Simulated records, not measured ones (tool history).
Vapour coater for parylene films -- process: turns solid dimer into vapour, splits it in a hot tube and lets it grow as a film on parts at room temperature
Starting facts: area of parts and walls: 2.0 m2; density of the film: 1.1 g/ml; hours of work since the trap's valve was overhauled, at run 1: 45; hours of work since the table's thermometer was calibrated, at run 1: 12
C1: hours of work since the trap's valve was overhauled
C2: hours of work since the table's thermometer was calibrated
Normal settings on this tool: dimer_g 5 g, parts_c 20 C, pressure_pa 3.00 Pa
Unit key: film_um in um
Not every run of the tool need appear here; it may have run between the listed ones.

Run 1, hour 0.0: usual settings; C1 45; C2 12. Result: film_um 1.92 um.
Run 2, hour 16.2: usual settings but parts_c 21 C; C1 58; C2 25. Result: film_um 1.87 um.
Run 3, hour 24.3: usual settings but parts_c 21 C; C1 64; C2 31. Result: film_um 1.88 um.
Run 4, hour 37.2: usual settings but pressure_pa 7.28 Pa; C1 74; C2 41. Result: film_um 1.61 um.
Run 5, hour 49.0: usual settings but pressure_pa 7.28 Pa; C1 83; C2 50. Result: film_um 1.63 um.
Run 6, hour 61.9: usual settings but pressure_pa 7.28 Pa; C1 93; C2 60. Result: film_um 1.64 um.
Run 7, hour 74.5: usual settings but pressure_pa 7.28 Pa; C1 102; C2 70. Result: film_um 1.61 um.
Run 8, hour 87.3: usual settings but pressure_pa 7.28 Pa; C1 112; C2 79. Result: film_um 1.61 um.
Run 9, hour 101.3: usual settings; C1 123; C2 90. Result: film_um 1.90 um.
Run 10, hour 115.3: usual settings; C1 134; C2 101. Result: film_um 1.91 um.
Run 11, hour 123.3: usual settings; C1 140; C2 107. Result: film_um 1.87 um.
Run 12, hour 131.7: usual settings but pressure_pa 3.21 Pa; C1 146; C2 114. Result: film_um 1.85 um.
Run 13, hour 140.7: usual settings but pressure_pa 4.56 Pa; C1 153; C2 120. Result: film_um 1.75 um.
Run 14, hour 150.2: usual settings; C1 161; C2 128. Result: film_um 1.90 um.
Run 15, hour 160.0: usual settings but dimer_g 3 g; C1 168; C2 135. Result: film_um 1.14 um.
Run 16, hour 171.8: usual settings but pressure_pa 4.55 Pa; C1 177; C2 144. Result: film_um 1.74 um.
Run 17, hour 179.8: usual settings; C1 183; C2 150. Result: film_um 1.86 um.
Run 18, hour 189.1: usual settings; C1 190; C2 158. Result: film_um 1.87 um.
Run 19, hour 197.1: usual settings but pressure_pa 6.70 Pa; C1 197; C2 164. Result: film_um 1.64 um.
Run 20, hour 211.2: usual settings but pressure_pa 6.70 Pa; C1 207; C2 175. Result: film_um 1.62 um.
Run 21, hour 219.9: usual settings but pressure_pa 6.08 Pa; C1 214; C2 181. Result: film_um 1.62 um.
Run 22, hour 234.5: usual settings but pressure_pa 2.32 Pa; C1 225; C2 192. Result: film_um 1.93 um.
Run 23, hour 244.8: usual settings but parts_c 16 C, pressure_pa 2.74 Pa; C1 233; C2 200. Result: film_um 2.11 um.
Run 24, hour 260.6: usual settings but parts_c 16 C, pressure_pa 6.39 Pa; C1 245; C2 213. Result: film_um 1.80 um.
Run 25, hour 273.3: usual settings but parts_c 14 C, pressure_pa 5.20 Pa; C1 255; C2 222. Result: film_um 1.93 um.
Run 26, hour 284.9: usual settings but dimer_g 7 g, parts_c 13 C, pressure_pa 4.24 Pa; C1 264; C2 231. Result: film_um 2.90 um.
Run 27, hour 297.3: usual settings but parts_c 22 C, pressure_pa 8.17 Pa; C1 274; C2 241. Result: film_um 1.48 um.
Run 28, hour 304.0: usual settings but parts_c 22 C, pressure_pa 8.17 Pa; C1 279; C2 246. Result: film_um 1.48 um.
Run 29, hour 311.5: usual settings but parts_c 25 C; C1 284; C2 252. Result: film_um 1.60 um.
Run 30, hour 327.0: usual settings but dimer_g 4 g, parts_c 25 C, pressure_pa 2.61 Pa; C1 296; C2 264. Result: film_um 1.31 um.
At hour 332.4: trap's valve overhauled.
Run 31, hour 347.2: usual settings but dimer_g 4 g, parts_c 21 C, pressure_pa 3.31 Pa; C1 11; C2 276. Result: film_um 1.48 um.
Run 32, hour 359.3: usual settings but dimer_g 3 g, parts_c 12 C, pressure_pa 7.51 Pa; C1 21; C2 285. Result: film_um 1.19 um.
Run 33, hour 369.2: usual settings but dimer_g 4 g, pressure_pa 2.45 Pa; C1 28; C2 293. Result: film_um 1.58 um.
Run 34, hour 383.6: usual settings but dimer_g 4 g, parts_c 26 C, pressure_pa 2.78 Pa; C1 39; C2 304. Result: film_um 1.35 um.
Run 35, hour 397.6: usual settings but parts_c 17 C, pressure_pa 2.92 Pa; C1 50; C2 315. Result: film_um 2.12 um.
Run 36, hour 405.1: usual settings but dimer_g 2 g, parts_c 29 C; C1 56; C2 320. Result: film_um 0.62 um.

Each row is a separate what-if for the run after 36, all from the same tool condition, not one after another. Results?
Run A, hour 412.9: usual settings but dimer_g 2 g, parts_c 29 C, pressure_pa 4.21 Pa; C1 62; C2 326. Result: film_um ?.
Run B, hour 412.9: usual settings but dimer_g 7 g, parts_c 15 C; C1 62; C2 326. Result: film_um ?.
Run C, hour 412.9: usual settings but dimer_g 2 g, parts_c 15 C, pressure_pa 6.13 Pa; C1 62; C2 326. Result: film_um ?.

run  film_um
  A     0.57
  B     3.04
  C     0.76
Without the tool's unlogged condition, the same runs would have read:
run  film_um
  A     0.57
  B     3.08
  C     0.77
